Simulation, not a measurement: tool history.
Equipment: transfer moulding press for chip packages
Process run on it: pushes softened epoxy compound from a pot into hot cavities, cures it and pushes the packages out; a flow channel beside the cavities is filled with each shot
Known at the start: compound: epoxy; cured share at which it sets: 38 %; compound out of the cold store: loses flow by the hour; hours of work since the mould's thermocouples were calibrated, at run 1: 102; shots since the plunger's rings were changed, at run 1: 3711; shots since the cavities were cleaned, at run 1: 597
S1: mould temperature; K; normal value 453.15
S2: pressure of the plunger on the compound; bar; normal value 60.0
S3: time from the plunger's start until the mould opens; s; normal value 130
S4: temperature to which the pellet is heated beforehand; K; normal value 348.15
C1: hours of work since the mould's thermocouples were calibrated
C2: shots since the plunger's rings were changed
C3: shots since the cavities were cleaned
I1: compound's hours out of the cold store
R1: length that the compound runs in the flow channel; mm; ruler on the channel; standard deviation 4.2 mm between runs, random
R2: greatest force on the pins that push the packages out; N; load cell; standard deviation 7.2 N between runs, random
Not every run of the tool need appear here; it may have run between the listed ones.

run 1 hour=0.0 | S1=453.15 S2=60.0 S3=130 S4=348.15 | C1=102 C2=3711 C3=597 | I1=10.6 | R1=770 R2=586
-- hour=9.6 plunger's sealing rings changed
run 2 hour=11.8 | S1=453.15 S2=60.0 S3=138 S4=348.15 | C1=109 C2=23 C3=696 | I1=45.3 | R1=718 R2=553
run 3 hour=18.9 | S1=453.15 S2=60.0 S3=130 S4=348.15 | C1=114 C2=98 C3=771 | I1=45.0 | R1=714 R2=606
run 4 hour=24.7 | S1=453.15 S2=60.0 S3=130 S4=348.15 | C1=118 C2=160 C3=833 | I1=19.0 | R1=773 R2=631
run 5 hour=30.0 | S1=453.15 S2=60.0 S3=169 S4=348.15 | C1=122 C2=217 C3=890 | I1=13.0 | R1=789 R2=524
run 6 hour=36.4 | S1=453.15 S2=60.0 S3=157 S4=348.15 | C1=126 C2=284 C3=957 | I1=41.4 | R1=723 R2=552
run 7 hour=43.8 | S1=453.15 S2=60.0 S3=157 S4=348.15 | C1=131 C2=364 C3=1037 | I1=31.2 | R1=747 R2=542
-- hour=49.8 cavities cleaned with cleaning compound and waxed
run 8 hour=54.4 | S1=453.15 S2=60.0 S3=157 S4=348.15 | C1=138 C2=461 C3=50 | I1=19.8 | R1=764 R2=300
run 9 hour=60.8 | S1=453.15 S2=60.0 S3=157 S4=348.15 | C1=142 C2=529 C3=118 | I1=18.1 | R1=762 R2=359
run 10 hour=66.0 | S1=453.15 S2=60.0 S3=157 S4=348.15 | C1=146 C2=584 C3=173 | I1=17.8 | R1=766 R2=387
run 11 hour=71.1 | S1=453.15 S2=60.0 S3=157 S4=348.15 | C1=149 C2=638 C3=227 | I1=43.8 | R1=722 R2=414
run 12 hour=78.2 | S1=453.15 S2=60.3 S3=157 S4=348.15 | C1=154 C2=714 C3=303 | I1=47.0 | R1=709 R2=437
run 13 hour=87.9 | S1=453.15 S2=60.0 S3=148 S4=348.15 | C1=161 C2=817 C3=406 | I1=44.9 | R1=710 R2=492
run 14 hour=95.6 | S1=453.15 S2=60.0 S3=148 S4=348.15 | C1=167 C2=899 C3=488 | I1=23.4 | R1=749 R2=534
run 15 hour=102.8 | S1=453.15 S2=60.0 S3=148 S4=348.15 | C1=172 C2=976 C3=565 | I1=37.4 | R1=722 R2=508
run 16 hour=108.1 | S1=453.15 S2=60.0 S3=164 S4=352.15 | C1=176 C2=1032 C3=621 | I1=23.6 | R1=761 R2=490
run 17 hour=114.8 | S1=457.15 S2=74.2 S3=130 S4=357.15 | C1=180 C2=1104 C3=693 | I1=42.5 | R1=781 R2=544
run 18 hour=120.0 | S1=453.15 S2=62.8 S3=150 S4=348.15 | C1=184 C2=1159 C3=748 | I1=42.4 | R1=726 R2=543
run 19 hour=125.9 | S1=456.15 S2=74.6 S3=130 S4=343.15 | C1=188 C2=1222 C3=811 | I1=9.2 | R1=859 R2=555
run 20 hour=136.7 | S1=450.15 S2=74.6 S3=130 S4=347.15 | C1=196 C2=1337 C3=926 | I1=34.8 | R1=824 R2=696
run 21 hour=141.1 | S1=450.15 S2=74.6 S3=130 S4=347.15 | C1=199 C2=1384 C3=973 | I1=11.4 | R1=883 R2=749
run 22 hour=146.6 | S1=454.15 S2=74.6 S3=129 S4=347.15 | C1=203 C2=1443 C3=1032 | I1=27.0 | R1=828 R2=587
-- hour=153.0 cavities cleaned with cleaning compound and waxed
run 23 hour=156.1 | S1=455.15 S2=45.6 S3=124 S4=348.15 | C1=208 C2=1528 C3=33 | I1=30.0 | R1=640 R2=315
run 24 hour=163.6 | S1=459.15 S2=57.3 S3=117 S4=342.15 | C1=214 C2=1607 C3=112 | I1=12.4 | R1=733 R2=374
run 25 hour=168.9 | S1=459.15 S2=66.2 S3=117 S4=350.15 | C1=217 C2=1664 C3=169 | I1=33.0 | R1=738 R2=404
run 26 hour=176.4 | S1=459.15 S2=47.3 S3=153 S4=350.15 | C1=223 C2=1744 C3=249 | I1=39.2 | R1=618 R2=405
run 27 hour=181.8 | S1=459.15 S2=47.3 S3=153 S4=350.15 | C1=226 C2=1801 C3=306 | I1=18.3 | R1=651 R2=431
run 28 hour=192.1 | S1=457.15 S2=57.1 S3=130 S4=348.15 | C1=234 C2=1911 C3=416 | I1=33.7 | R1=694 R2=476
run 29 hour=199.7 | S1=457.15 S2=52.7 S3=145 S4=340.15 | C1=239 C2=1992 C3=497 | I1=17.3 | R1=693 R2=496
run 30 hour=208.7 | S1=449.15 S2=71.5 S3=136 S4=354.15 | C1=245 C2=2087 C3=592 | I1=17.9 | R1=845 R2=682

Consider 3 possible next runs. They are alternatives, not a sequence: every one starts from the tool as it was left by run 30. What does each give?
run A hour=215.3 | S1=449.15 S2=52.9 S3=128 S4=354.15 | C1=250 C2=2158 C3=663 | I1=43.2 | R1=? R2=?
run B hour=215.3 | S1=449.15 S2=71.5 S3=136 S4=354.15 | C1=250 C2=2158 C3=663 | I1=11.8 | R1=? R2=?
run C hour=215.3 | S1=453.15 S2=62.2 S3=130 S4=348.15 | C1=250 C2=2158 C3=663 | I1=29.1 | R1=? R2=?

run=A R1=680 R2=760
run=B R1=868 R2=689
run=C R1=756 R2=592
Without the tool's hidden state the same runs would have given:
run=A R1=695 R2=385
run=B R1=887 R2=346
run=C R1=773 R2=295
